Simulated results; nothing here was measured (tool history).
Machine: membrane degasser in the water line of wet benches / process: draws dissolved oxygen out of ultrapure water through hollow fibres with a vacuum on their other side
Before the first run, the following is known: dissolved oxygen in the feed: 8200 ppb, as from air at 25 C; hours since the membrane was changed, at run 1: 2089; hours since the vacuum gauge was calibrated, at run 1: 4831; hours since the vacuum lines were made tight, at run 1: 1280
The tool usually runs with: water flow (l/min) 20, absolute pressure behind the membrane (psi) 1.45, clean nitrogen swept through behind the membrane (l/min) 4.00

run	hour	water flow (l/min)	absolute pressure behind the membrane (psi)	clean nitrogen swept through behind the membrane (l/min)	hours since the membrane was changed	hours since the vacuum gauge was calibrated	hours since the vacuum lines were made tight	dissolved oxygen in the water behind the degasser (ppb)	pressure that the water loses in the fibres (psi)
1	0.0	20	1.45	4.00	2089	4831	1280	139.9	7.558
2	64.6	20	1.45	4.00	2154	4896	1344	140.1	7.574
3	132.8	20	1.45	4.00	2222	4964	1412	138.9	7.628
4	161.3	20	1.45	4.00	2251	4992	1441	139.4	7.622
5	196.9	20	1.45	5.56	2286	5028	1477	117.7	7.626
6	251.8	18	1.45	4.00	2341	5083	1531	118.3	6.908
7	292.7	18	1.45	4.00	2382	5124	1572	117.2	6.901
8	339.5	18	2.87	4.00	2429	5171	1619	220.7	6.830
9	370.7	18	2.87	4.00	2460	5202	1650	222.5	6.892
10	438.0	18	2.87	4.00	2527	5269	1718	220.5	6.856
11	501.6	18	2.87	4.00	2591	5333	1781	216.2	6.907
12	537.2	18	2.87	4.00	2627	5368	1817	220.7	6.947
13	571.5	20	2.12	4.00	2661	5402	1851	193.0	7.678
14	618.5	20	1.45	4.00	2708	5450	1898	140.4	7.717
15	656.2	20	1.45	1.69	2746	5487	1936	238.7	7.661
16	724.4	20	1.45	1.69	2814	5555	2004	237.4	7.707
17	752.8	20	1.00	1.69	2842	5584	2033	159.1	7.719
18	809.2	23	0.96	1.69	2899	5640	2089	188.4	8.901
# hour 863.6: gauge calibrated
19	875.6	14	1.77	5.60	2965	5707	2155	72.8	5.301
20	913.1	14	1.77	5.60	3003	5744	2193	73.2	5.272
21	958.9	14	0.97	4.88	3048	5790	2239	43.2	5.317
22	989.5	14	2.51	4.88	3079	5820	2269	118.5	5.321
# hour 1022.4: vacuum gauge calibrated
23	1057.0	14	2.03	5.16	3146	35	2336	92.0	5.321
24	1105.9	20	0.93	1.60	3195	84	2385	149.5	7.609
25	1148.6	12	1.45	5.53	3238	126	2428	47.1	4.551
26	1193.8	15	2.94	6.71	3283	171	2473	118.8	5.741
27	1256.1	25	2.06	5.60	3345	234	2535	221.3	9.542
28	1313.9	20	1.45	4.16	3403	292	2593	135.7	7.649
29	1371.8	16	2.61	10.87	3461	349	2651	85.0	6.166
30	1427.1	20	1.45	3.85	3516	405	2706	142.3	7.745
31	1488.0	20	1.45	3.85	3577	466	2767	145.0	7.757

Predict each of these 4 candidate next runs independently; none follows another, all start after run 31:
A	1546.6	17	1.81	4.00	3636	524	2826	?	?
B	1546.6	20	2.64	4.00	3636	524	2826	?	?
C	1546.6	27	1.45	4.00	3636	524	2826	?	?
D	1546.6	31	1.45	2.52	3636	524	2826	?	?

run	dissolved oxygen in the water behind the degasser (ppb)	pressure that the water loses in the fibres (psi)
A	130.3	6.538
B	235.4	7.649
C	232.2	10.306
D	357.4	11.958
Stripped of hidden state, with their random variation kept, the same runs would have yielded:
run	dissolved oxygen in the water behind the degasser (ppb)	pressure that the water loses in the fibres (psi)
A	130.3	6.424
B	235.3	7.514
C	232.1	10.127
D	357.2	11.750
